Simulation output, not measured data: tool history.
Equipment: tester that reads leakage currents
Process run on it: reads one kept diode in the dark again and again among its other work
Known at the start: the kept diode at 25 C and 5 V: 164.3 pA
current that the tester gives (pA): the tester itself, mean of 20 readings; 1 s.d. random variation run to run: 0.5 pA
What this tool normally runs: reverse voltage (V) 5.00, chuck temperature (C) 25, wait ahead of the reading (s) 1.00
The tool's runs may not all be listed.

run	day	reverse voltage (V)	chuck temperature (C)	wait ahead of the reading (s)	current that the tester gives (pA)
1	0.000	5.00	25	1.00	164.01
2	1.362	5.00	25	0.47	165.49
3	3.546	5.00	25	0.47	163.40
4	4.946	5.00	25	0.47	163.70
5	6.675	5.00	25	0.47	162.50
6	8.483	5.00	25	0.47	162.29
7	10.604	5.00	25	0.47	160.76
8	11.967	5.00	25	0.47	160.67
9	14.025	5.00	28	1.00	196.65
10	15.308	5.00	28	1.00	196.59
11	16.567	7.11	28	1.00	227.63
12	18.738	5.00	37	1.00	361.07
13	20.746	1.04	25	0.97	81.35
14	22.183	5.00	25	1.12	157.09
15	23.800	5.00	25	1.12	156.71
16	24.983	1.67	58	1.00	837.78
17	26.400	1.67	58	1.00	837.16
18	28.512	1.67	58	1.00	842.04
19	30.067	1.67	58	1.00	832.91
20	32.075	4.81	57	5.89	1203.72

What if the next run were any one of these 4? Each begins from the tool's condition after run 20:
A	33.104	6.23	57	5.89	?
B	33.104	4.79	57	1.00	?
C	33.104	5.96	25	1.00	?
D	33.104	5.00	25	8.17	?

run	current that the tester gives (pA)
A	1339.85
B	1202.92
C	165.89
D	153.69
Stripped of hidden state, with their random variation kept, the same runs would have yielded:
run	current that the tester gives (pA)
A	1454.06
B	1306.32
C	177.18
D	164.79
